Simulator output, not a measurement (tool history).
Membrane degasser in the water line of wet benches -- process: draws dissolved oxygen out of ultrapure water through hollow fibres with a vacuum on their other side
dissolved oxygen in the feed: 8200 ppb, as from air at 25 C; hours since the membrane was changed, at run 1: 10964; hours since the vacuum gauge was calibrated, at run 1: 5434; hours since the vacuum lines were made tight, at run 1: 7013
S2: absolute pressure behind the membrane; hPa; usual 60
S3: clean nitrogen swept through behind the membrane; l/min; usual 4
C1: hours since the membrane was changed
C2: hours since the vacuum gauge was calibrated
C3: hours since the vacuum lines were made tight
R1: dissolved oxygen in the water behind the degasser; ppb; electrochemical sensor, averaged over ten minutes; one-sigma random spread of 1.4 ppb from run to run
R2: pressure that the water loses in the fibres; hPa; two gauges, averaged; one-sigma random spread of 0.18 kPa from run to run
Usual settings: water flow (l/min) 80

run 1 day=0 | water_flow_(l/min)=80 S2=60 S3=4 | C1=10964 C2=5434 C3=7013 | R1=154.6 R2=369.1
run 2 day=12.146 | water_flow_(l/min)=77 S2=60 S3=4 | C1=11255 C2=5726 C3=7304 | R1=153 R2=353.1
run 3 day=25.517 | water_flow_(l/min)=77 S2=60 S3=4 | C1=11576 C2=6047 C3=7625 | R1=149.3 R2=356.3
run 4 day=37.892 | water_flow_(l/min)=77 S2=60 S3=3.5 | C1=11873 C2=6344 C3=7922 | R1=166.8 R2=355.8
run 5 day=44.833 | water_flow_(l/min)=77 S2=60 S3=3.5 | C1=12040 C2=6511 C3=8089 | R1=167.1 R2=361.1
-- day=57.133 vacuum gauge calibrated
run 6 day=57.133 | water_flow_(l/min)=77 S2=60 S3=2.32 | C1=12334 C2=0 C3=8384 | R1=215.9 R2=357.3
run 7 day=63.371 | water_flow_(l/min)=80 S2=60 S3=4 | C1=12484 C2=150 C3=8533 | R1=153 R2=373
run 8 day=71.471 | water_flow_(l/min)=80 S2=60 S3=4 | C1=12678 C2=344 C3=8728 | R1=153.2 R2=374.5
run 9 day=83.525 | water_flow_(l/min)=80 S2=60 S3=4 | C1=12968 C2=633 C3=9017 | R1=152.9 R2=377.1
run 10 day=91.396 | water_flow_(l/min)=80 S2=60 S3=4 | C1=13157 C2=822 C3=9206 | R1=155.1 R2=378.7
run 11 day=104.054 | water_flow_(l/min)=80 S2=60 S3=4 | C1=13460 C2=1126 C3=9510 | R1=156.9 R2=378.6
-- day=112.508 seals of the vacuum lines changed
run 12 day=112.508 | water_flow_(l/min)=80 S2=60 S3=4 | C1=13661 C2=1327 C3=0 | R1=156.6 R2=380.1
run 13 day=119.733 | water_flow_(l/min)=80 S2=60 S3=2.35 | C1=13835 C2=1500 C3=173 | R1=223.4 R2=376.4
run 14 day=131.167 | water_flow_(l/min)=80 S2=60 S3=2.99 | C1=14109 C2=1775 C3=448 | R1=193.9 R2=379.4
run 15 day=141.862 | water_flow_(l/min)=80 S2=43.3 S3=9.41 | C1=14366 C2=2031 C3=705 | R1=56.4 R2=380.6
run 16 day=152.804 | water_flow_(l/min)=89 S2=48.5 S3=6.41 | C1=14628 C2=2294 C3=967 | R1=98.3 R2=425
run 17 day=166.508 | water_flow_(l/min)=89 S2=48.5 S3=6.41 | C1=14957 C2=2623 C3=1296 | R1=97.4 R2=425.3
run 18 day=178.15 | water_flow_(l/min)=76 S2=60 S3=1.9 | C1=15237 C2=2902 C3=1575 | R1=255.8 R2=362.2
-- day=188.121 membrane cartridge changed
run 19 day=189.458 | water_flow_(l/min)=76 S2=60 S3=1.9 | C1=32 C2=3170 C3=1843 | R1=235.6 R2=314.4
run 20 day=203.067 | water_flow_(l/min)=55 S2=71.8 S3=2.01 | C1=359 C2=3496 C3=2169 | R1=236.1 R2=230.7
run 21 day=211.446 | water_flow_(l/min)=55 S2=41.5 S3=4.4 | C1=560 C2=3697 C3=2371 | R1=35.8 R2=233.4
run 22 day=221.85 | water_flow_(l/min)=74 S2=139.7 S3=4 | C1=810 C2=3947 C3=2620 | R1=439.8 R2=311
run 23 day=233.375 | water_flow_(l/min)=80 S2=115.2 S3=10.66 | C1=1086 C2=4224 C3=2897 | R1=167.4 R2=339.1
run 24 day=240.604 | water_flow_(l/min)=80 S2=105.5 S3=4 | C1=1260 C2=4397 C3=3070 | R1=336.7 R2=337.2
run 25 day=246.767 | water_flow_(l/min)=98 S2=145.3 S3=8.98 | C1=1408 C2=4545 C3=3218 | R1=314 R2=414.2
run 26 day=257.275 | water_flow_(l/min)=98 S2=145.3 S3=8.98 | C1=1660 C2=4797 C3=3470 | R1=309.5 R2=414.4

Across each entry between runs, compare the hidden state at the last listed run before it with the hidden state at the first listed run after it:
Between runs 5 and 6: vacuum gauge calibrated (day 57.133)
  membrane still open, %: 89.7 -> 89.4; true pressure behind the membrane over the reading, kPa: 0.13 -> -0.01; air that leaks in behind the membrane, l/min: 0.0201 -> 0.0207
  the result without the hidden state subtracted from the measured one, R1: +19.5 -> +13 ppb; R2: +37 -> +37.9 hPa
Between runs 11 and 12: seals of the vacuum lines changed (day 112.508)
  membrane still open, %: 88.5 -> 88.4; air that leaks in behind the membrane, l/min: 0.023 -> 0.0032
  the result without the hidden state subtracted from the measured one, R1: +17.5 -> +17.6 ppb; R2: +43.5 -> +44 hPa
Between runs 18 and 19: membrane cartridge changed (day 188.121)
  membrane still open, %: 87.1 -> 100; air that leaks in behind the membrane, l/min: 0.0065 -> 0.0071
  the result without the hidden state subtracted from the measured one, R1: +21.5 -> +4.9 ppb; R2: +46.5 -> +0 hPa
